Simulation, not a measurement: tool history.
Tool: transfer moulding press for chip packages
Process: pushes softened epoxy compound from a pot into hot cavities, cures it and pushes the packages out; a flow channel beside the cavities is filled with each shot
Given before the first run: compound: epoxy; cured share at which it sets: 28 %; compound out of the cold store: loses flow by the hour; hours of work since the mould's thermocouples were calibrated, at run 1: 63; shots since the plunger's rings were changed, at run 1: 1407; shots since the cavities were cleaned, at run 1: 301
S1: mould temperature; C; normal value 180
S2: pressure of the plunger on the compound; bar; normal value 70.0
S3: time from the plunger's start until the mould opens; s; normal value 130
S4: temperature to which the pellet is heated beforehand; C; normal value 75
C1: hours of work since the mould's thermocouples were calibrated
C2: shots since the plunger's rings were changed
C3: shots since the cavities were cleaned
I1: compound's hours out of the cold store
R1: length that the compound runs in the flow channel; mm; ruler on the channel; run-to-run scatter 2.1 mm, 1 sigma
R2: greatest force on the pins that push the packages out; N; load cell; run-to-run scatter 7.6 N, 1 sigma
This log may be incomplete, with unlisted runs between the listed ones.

run,hour,S1,S2,S3,S4,C1,C2,C3,I1,R1,R2
1,0.0,180,70.0,130,75,63,1407,301,36.8,614,313
2,10.2,180,70.0,130,75,71,1513,407,47.7,592,330
3,18.9,172,70.0,130,75,77,1603,497,32.3,651,489
4,24.9,172,70.0,161,75,82,1665,559,9.0,701,368
5,31.9,172,70.0,161,75,87,1737,631,37.4,638,335
6,39.8,172,70.0,161,75,93,1820,714,19.7,671,364
7,48.5,180,70.0,130,75,99,1909,803,24.7,640,322
8,57.1,180,70.0,130,75,105,1999,893,12.8,666,329
# hour 63.3: cavities cleaned with cleaning compound and waxed
9,68.8,180,70.0,134,75,113,2105,57,27.2,637,305
10,74.9,178,70.0,130,75,118,2167,119,43.6,609,339
11,81.4,182,61.2,130,79,122,2235,187,28.0,593,303

Run 12 comes next. What will it give?
12,89.8,182,61.2,130,79,129,2322,274,32.7,?,?

R1: 578 mm
R2: 313 N
With the hidden condition absent and the run-to-run variation left alone, this run would have shown R1 578 mm, R2 310 N.
